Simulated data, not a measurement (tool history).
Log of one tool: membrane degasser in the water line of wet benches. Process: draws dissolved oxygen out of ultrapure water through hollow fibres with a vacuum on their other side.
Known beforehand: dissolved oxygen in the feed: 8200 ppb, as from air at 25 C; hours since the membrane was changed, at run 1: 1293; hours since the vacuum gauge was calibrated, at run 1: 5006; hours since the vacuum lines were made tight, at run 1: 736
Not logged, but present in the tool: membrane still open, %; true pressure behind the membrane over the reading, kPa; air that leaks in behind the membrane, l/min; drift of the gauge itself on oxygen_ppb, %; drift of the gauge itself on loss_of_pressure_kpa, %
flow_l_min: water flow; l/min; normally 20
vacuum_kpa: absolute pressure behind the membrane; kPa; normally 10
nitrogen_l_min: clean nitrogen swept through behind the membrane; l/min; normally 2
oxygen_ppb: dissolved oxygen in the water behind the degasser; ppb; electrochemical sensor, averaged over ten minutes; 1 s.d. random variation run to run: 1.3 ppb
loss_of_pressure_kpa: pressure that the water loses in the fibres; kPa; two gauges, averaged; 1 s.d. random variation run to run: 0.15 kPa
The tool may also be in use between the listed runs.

run	hour	flow_l_min	vacuum_kpa	nitrogen_l_min	hours since the membrane was changed	hours since the vacuum gauge was calibrated	hours since the vacuum lines were made tight	oxygen_ppb	loss_of_pressure_kpa
1	0	20	10	2	1293	5006	736	189.8	28.33
2	46.2	20	10	2	1339	5053	782	191	28.45
3	80.4	20	10	2	1373	5087	817	191.7	28.52
4	136.9	20	10	2	1430	5143	873	191.8	28.67
5	181.2	23	10	2	1474	5188	917	227.4	32.73
6	215	20	22.4	2	1508	5221	951	464.1	28.54
7	251.4	20	22.4	2	1544	5258	988	460	28.31
8	293.8	20	22.4	2	1587	5300	1030	463.9	28.58
9	349.5	20	22.4	2	1643	5356	1086	463.9	28.61
# hour 353.2: vacuum gauge calibrated
10	392.1	30	9.5	0.94	1685	39	1128	489.3	43.09
11	439.8	20	22.6	1.81	1732	87	1175	514.2	28.5
12	490.3	20	21.8	2.05	1783	137	1226	442.1	28.53
# hour 503.6: vacuum gauge calibrated, once more
13	514.9	21	21.8	2.05	1807	11	1250	457.1	29.98
14	559.7	21	21.8	2.05	1852	56	1295	463.7	30.26
15	588.7	14	10	2	1881	85	1324	123.1	19.79

Here are 3 independent what-if runs from the current tool condition. What would each one return?
A	627.2	15	10	1	1919	124	1362	?	?
B	627.2	28	10	2	1919	124	1362	?	?
C	627.2	19	7.5	1.64	1919	124	1362	?	?

run	oxygen_ppb	loss_of_pressure_kpa
A	242.8	21.19
B	278	39.64
C	139.6	27.31
With the hidden condition removed and each run's random variation left untouched, the same runs would have given:
run	oxygen_ppb	loss_of_pressure_kpa
A	244	20.95
B	276.6	39.2
C	139.8	27.01
